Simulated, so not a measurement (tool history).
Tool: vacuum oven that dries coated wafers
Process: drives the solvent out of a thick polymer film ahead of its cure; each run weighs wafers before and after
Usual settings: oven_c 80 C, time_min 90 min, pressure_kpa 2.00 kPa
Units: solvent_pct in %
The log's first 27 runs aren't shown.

run   hour  oven_c  time_min  pressure_kpa  solvent_pct
 28  621.8      80        90          6.86         4.04
 29  640.0      76        90          2.00         3.08
 30  659.7      93       158          2.71         0.76
 31  675.0      93        88          2.71         1.10
 32  688.8      95        67          3.86         1.61
 33  722.1      94        57          2.00         1.65
 34  755.6      85        51          1.63         3.34
 35  783.4      74       102          1.18         2.60
 36  808.6      74       102          1.18         2.66
 37  840.3      74       102          1.18         2.66
 38  872.7      74       102          1.18         2.80
 39  896.6      77        90          2.29         3.07
 40  923.5      77        90          2.29         3.13
 41  949.1      77        90          2.29         2.99

3 ways to go on from here, each from the tool as it stands after run 41. What would each give?
  A  971.9      77       149          2.00            ?
  B  971.9      77        63          1.36            ?
  C  971.9      80        80          2.00            ?

run  solvent_pct
  A         1.74
  B         3.96
  C         2.88
Without the tool's hidden state the same runs would have given:
run  solvent_pct
  A         1.44
  B         3.68
  C         2.61
